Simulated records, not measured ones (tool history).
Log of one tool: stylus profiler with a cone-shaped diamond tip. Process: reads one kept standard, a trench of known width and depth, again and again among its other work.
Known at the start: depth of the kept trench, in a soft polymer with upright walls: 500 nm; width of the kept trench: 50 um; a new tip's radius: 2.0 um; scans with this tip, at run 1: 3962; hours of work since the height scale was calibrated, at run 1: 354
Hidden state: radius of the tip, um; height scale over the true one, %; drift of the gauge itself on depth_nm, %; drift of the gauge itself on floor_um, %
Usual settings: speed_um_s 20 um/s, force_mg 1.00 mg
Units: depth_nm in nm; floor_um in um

run	hour	speed_um_s	force_mg	scans with this tip	hours of work since the height scale was calibrated	depth_nm	floor_um
1	0.0	20	1.00	3962	354	503.28	46.64
2	23.5	20	0.36	4171	373	501.34	46.47
3	46.8	7	1.00	4378	391	503.14	46.74
4	76.8	20	1.00	4644	415	502.88	46.56
5	89.0	20	1.00	4752	425	503.27	46.61
6	106.6	36	1.00	4909	439	503.07	46.39
7	131.5	22	0.85	5129	458	502.27	46.50
8	154.6	22	0.85	5334	477	502.47	46.44
9	184.7	7	0.50	5601	500	501.24	46.60
10	199.5	20	2.16	5733	512	505.29	46.55
11	218.1	42	2.02	5898	527	505.03	46.37
12	238.5	42	2.02	6079	543	504.83	46.35

Forecast each of these 3 alternatives for the next run:
A	259.2	24	0.94	6263	560	?	?
B	259.2	12	1.57	6263	560	?	?
C	259.2	8	1.68	6263	560	?	?

run	depth_nm	floor_um
A	502.69	46.35
B	504.03	46.48
C	504.36	46.54
Without the tool's hidden state the same runs would have given:
run	depth_nm	floor_um
A	503.70	47.11
B	505.04	47.23
C	505.38	47.30

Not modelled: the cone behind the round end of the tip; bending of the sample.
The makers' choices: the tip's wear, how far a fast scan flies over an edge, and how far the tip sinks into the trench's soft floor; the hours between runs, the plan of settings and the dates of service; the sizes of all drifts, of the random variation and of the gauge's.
